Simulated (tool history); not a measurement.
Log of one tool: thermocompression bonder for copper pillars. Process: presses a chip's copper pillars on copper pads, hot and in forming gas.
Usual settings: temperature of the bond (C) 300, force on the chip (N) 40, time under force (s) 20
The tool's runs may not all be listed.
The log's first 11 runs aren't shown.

run	hour	temperature of the bond (C)	force on the chip (N)	time under force (s)	hours of work since the heater was calibrated	hours of work since the force cell was calibrated	hours of work since the gas filter was changed	force that shears a chip off (N)
12	94.9	300	36	11	278	102	179	48.7
13	107.4	300	36	11	283	107	184	48.6
14	115.9	324	40	20	286	111	187	87.6
15	122.5	300	40	20	289	114	190	67
16	131.9	300	40	20	293	117	194	68.3
17	138.9	295	40	20	296	120	197	63.8
18	148.9	295	40	20	300	125	201	64.5
19	158.3	300	40	57	304	128	205	96.8
20	167.7	306	40	20	308	132	209	73.5
21	179.7	306	40	20	313	137	214	73.7
22	188	306	40	20	316	141	217	73.6
23	198.6	306	40	20	321	145	222	72.8
24	207.1	306	40	20	324	149	225	71.9
25	214.6	307	46	20	327	152	228	83.6
26	220.9	307	46	20	330	154	231	82.5
27	232.5	281	40	21	335	159	236	55.6
# hour 234.5: force cell calibrated
28	240.4	281	40	21	337	2	238	56
29	246.1	281	40	21	340	5	241	54.7
# hour 257.3: force cell calibrated, once more
30	259.3	281	40	36	345	1	245	68
31	265.2	281	40	36	347	3	248	68.8
32	271.2	306	33	13	350	6	250	51.9
33	283.3	322	40	40	355	11	255	105.2
34	290.5	275	40	14	358	14	258	44.3
35	301.5	275	38	19	362	18	263	47.5
36	307.8	320	34	19	365	21	266	73.2

The next listed run, before its measurement:
37	313.6	303	31	14	367	23	268	?

{"run 37": {"force that shears a chip off (N)": 49}}
Without the tool's hidden state the same run would have given force that shears a chip off (N) 47.2.
